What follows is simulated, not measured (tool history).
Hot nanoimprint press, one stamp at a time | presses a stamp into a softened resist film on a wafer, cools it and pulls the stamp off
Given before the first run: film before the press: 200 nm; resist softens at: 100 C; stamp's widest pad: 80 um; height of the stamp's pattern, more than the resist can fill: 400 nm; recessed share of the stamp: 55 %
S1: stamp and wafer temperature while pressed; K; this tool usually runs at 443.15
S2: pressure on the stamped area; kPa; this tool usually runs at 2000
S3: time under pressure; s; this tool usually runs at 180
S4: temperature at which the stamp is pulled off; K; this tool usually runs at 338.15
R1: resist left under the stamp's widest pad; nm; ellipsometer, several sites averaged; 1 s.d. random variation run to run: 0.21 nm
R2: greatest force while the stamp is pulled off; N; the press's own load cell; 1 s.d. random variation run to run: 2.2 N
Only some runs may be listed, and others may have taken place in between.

| run | day | S1 | S2 | S3 | S4 | R1 | R2 |
|---|---|---|---|---|---|---|---|
| 1 | 0 | 443.15 | 2000 | 180 | 338.15 | 75.2 | 210 |
| 2 | 0.492 | 443.15 | 2000 | 180 | 338.15 | 75.3 | 209 |
| 3 | 1.038 | 443.15 | 2000 | 180 | 338.15 | 75.5 | 203 |
| 4 | 1.579 | 443.15 | 2000 | 180 | 340.15 | 74.9 | 198 |
| 5 | 2.108 | 443.15 | 2000 | 153 | 338.15 | 80.3 | 203 |
| 6 | 2.517 | 443.15 | 2000 | 153 | 338.15 | 80 | 208 |
| 7 | 3.092 | 443.15 | 2000 | 153 | 338.15 | 80.6 | 210 |
| 8 | 3.388 | 443.15 | 2000 | 153 | 338.15 | 80.4 | 203 |
| 9 | 3.812 | 443.15 | 2000 | 315 | 338.15 | 58.9 | 203 |
| 10 | 4.308 | 443.15 | 2000 | 315 | 338.15 | 59.2 | 204 |
| 11 | 4.804 | 443.15 | 2000 | 180 | 338.15 | 75 | 207 |
| 12 | 5.429 | 440.15 | 2000 | 180 | 338.15 | 82.7 | 205 |
| 13 | 5.704 | 440.15 | 2000 | 180 | 338.15 | 82.9 | 208 |
| 14 | 6.112 | 443.15 | 2000 | 180 | 338.15 | 75.3 | 203 |
| 15 | 6.467 | 443.15 | 2000 | 180 | 338.15 | 74.8 | 205 |
| 16 | 7.062 | 454.15 | 2000 | 180 | 338.15 | 53.3 | 208 |
| 17 | 7.521 | 454.15 | 2000 | 180 | 338.15 | 53.4 | 206 |
| 18 | 7.842 | 454.15 | 2000 | 180 | 338.15 | 53.5 | 204 |
| 19 | 8.254 | 451.15 | 2000 | 180 | 345.15 | 58.5 | 177 |
| 20 | 8.808 | 431.15 | 1460 | 125 | 334.15 | 138.3 | 219 |
| 21 | 9.254 | 431.15 | 1460 | 125 | 334.15 | 137.7 | 219 |
| 22 | 9.558 | 443.15 | 2570 | 180 | 338.15 | 66.7 | 201 |
| 23 | 10 | 443.15 | 2810 | 180 | 339.15 | 64.3 | 202 |
| 24 | 10.262 | 443.15 | 2810 | 180 | 339.15 | 63.8 | 203 |
| 25 | 10.854 | 439.15 | 2000 | 180 | 338.15 | 85.8 | 205 |
| 26 | 11.433 | 439.15 | 2000 | 180 | 338.15 | 85.3 | 202 |
| 27 | 11.817 | 439.15 | 2000 | 180 | 338.15 | 85.3 | 204 |
| 28 | 12.208 | 443.15 | 1730 | 283 | 344.15 | 66.3 | 181 |
| 29 | 12.596 | 443.15 | 3020 | 180 | 332.15 | 61.9 | 227 |

Taken out of this log: 2 entries between the listed runs. Where each belongs, and how the hidden state differs across it:
Logged between run 3 and run 4: stamp cleaned and given a new release coat (day 1.579)
  grip of the stamp's worn release coat, % over a new coat's: 0.4 -> 0
Logged between run 25 and run 26: stamp cleaned and given a new release coat (day 11.404)
  grip of the stamp's worn release coat, % over a new coat's: 0.4 -> 0
